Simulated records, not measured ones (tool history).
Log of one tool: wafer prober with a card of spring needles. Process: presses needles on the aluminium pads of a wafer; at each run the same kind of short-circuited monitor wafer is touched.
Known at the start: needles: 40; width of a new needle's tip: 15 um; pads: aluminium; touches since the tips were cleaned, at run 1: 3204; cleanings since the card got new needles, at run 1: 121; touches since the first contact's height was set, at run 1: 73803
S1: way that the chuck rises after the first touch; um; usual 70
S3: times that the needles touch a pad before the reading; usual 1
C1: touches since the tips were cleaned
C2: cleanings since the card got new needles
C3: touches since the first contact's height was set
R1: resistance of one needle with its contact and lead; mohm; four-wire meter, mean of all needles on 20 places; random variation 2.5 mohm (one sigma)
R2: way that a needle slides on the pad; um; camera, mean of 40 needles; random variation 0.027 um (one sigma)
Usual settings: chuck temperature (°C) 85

Run 1, day 0.000: usual settings; C1 3204; C2 121; C3 73803. Result: R1 315 mohm, R2 9.28 um.
At day 0.054: tips cleaned on abrasive film.
At day 0.250: tips cleaned on abrasive film.
At day 0.492: tips cleaned on abrasive film.
At day 0.738: tips cleaned on abrasive film.
At day 0.933: tips cleaned on abrasive film.
At day 1.129: tips cleaned on abrasive film.
Run 2, day 1.129: usual settings but chuck temperature (°C) 60; C1 0; C2 127; C3 92728. Result: R1 278 mohm, R2 9.25 um.
At day 1.325: tips cleaned on abrasive film.
At day 1.521: tips cleaned on abrasive film.
At day 1.717: tips cleaned on abrasive film.
At day 1.912: tips cleaned on abrasive film.
Run 3, day 2.000: usual settings but chuck temperature (°C) 60; C1 1477; C2 131; C3 107350. Result: R1 301 mohm, R2 9.25 um.
At day 2.150: tips cleaned on abrasive film.
At day 2.346: tips cleaned on abrasive film.
At day 2.542: tips cleaned on abrasive film.
At day 2.783: tips cleaned on abrasive film.
At day 2.979: tips cleaned on abrasive film.
At day 3.225: tips cleaned on abrasive film.
At day 3.238: height of the first contact set anew.
At day 3.479: tips cleaned on abrasive film.
Run 4, day 3.592: usual settings but chuck temperature (°C) 60; C1 1942; C2 138; C3 6046. Result: R1 306 mohm, R2 9.42 um.
At day 3.692: tips cleaned on abrasive film.
At day 3.938: tips cleaned on abrasive film.
At day 4.133: tips cleaned on abrasive film.
At day 4.375: tips cleaned on abrasive film.
Run 5, day 4.517: usual settings but chuck temperature (°C) 60; C1 2389; C2 142; C3 21570. Result: R1 311 mohm, R2 9.38 um.
At day 4.617: tips cleaned on abrasive film.
At day 4.812: tips cleaned on abrasive film.
At day 5.008: tips cleaned on abrasive film.
At day 5.250: tips cleaned on abrasive film.
Run 6, day 5.388: usual settings but chuck temperature (°C) 60; C1 2345; C2 146; C3 36229. Result: R1 306 mohm, R2 9.36 um.
At day 5.488: tips cleaned on abrasive film.
At day 5.733: tips cleaned on abrasive film.
At day 5.929: tips cleaned on abrasive film.
At day 6.171: tips cleaned on abrasive film.
At day 6.367: tips cleaned on abrasive film.
At day 6.612: tips cleaned on abrasive film.
At day 6.854: tips cleaned on abrasive film.
At day 7.062: tips cleaned on abrasive film.
Run 7, day 7.062: usual settings but chuck temperature (°C) 60; C1 0; C2 154; C3 64316. Result: R1 278 mohm, R2 9.31 um.
At day 7.304: tips cleaned on abrasive film.
At day 7.500: tips cleaned on abrasive film.
At day 7.696: tips cleaned on abrasive film.
At day 7.942: tips cleaned on abrasive film.
At day 8.138: tips cleaned on abrasive film.
At day 8.333: tips cleaned on abrasive film.
At day 8.529: tips cleaned on abrasive film.
At day 8.771: tips cleaned on abrasive film.
Run 8, day 8.771: usual settings but chuck temperature (°C) 60; C1 0; C2 162; C3 93019. Result: R1 281 mohm, R2 9.23 um.
At day 8.967: tips cleaned on abrasive film.
At day 9.162: tips cleaned on abrasive film.
At day 9.404: tips cleaned on abrasive film.
At day 9.600: tips cleaned on abrasive film.
At day 9.846: tips cleaned on abrasive film.
Run 9, day 9.904: usual settings but chuck temperature (°C) 60; C1 999; C2 167; C3 112078. Result: R1 297 mohm, R2 9.24 um.
At day 10.050: tips cleaned on abrasive film.
At day 10.246: tips cleaned on abrasive film.
At day 10.492: tips cleaned on abrasive film.
At day 10.738: tips cleaned on abrasive film.
At day 10.846: height of the first contact set anew.
Run 10, day 10.892: usual settings but S1 52 um, chuck temperature (°C) 67; C1 2440; C2 171; C3 799. Result: R1 339 mohm, R2 7.01 um.

Forecast run 11:
At day 10.992: tips cleaned on abrasive film.
At day 11.188: tips cleaned on abrasive film.
At day 11.383: tips cleaned on abrasive film.
At day 11.625: tips cleaned on abrasive film.
At day 11.821: tips cleaned on abrasive film.
At day 12.067: tips cleaned on abrasive film.
Run 11, day 12.179: usual settings but S3 2; C1 1919; C2 177; C3 22420. Result: R1 ?, R2 ?.

{"run 11": {"R1": 302, "R2": 9.36}}
Without the tool's hidden state the same run would have given R1 284 mohm, R2 9.39 um.
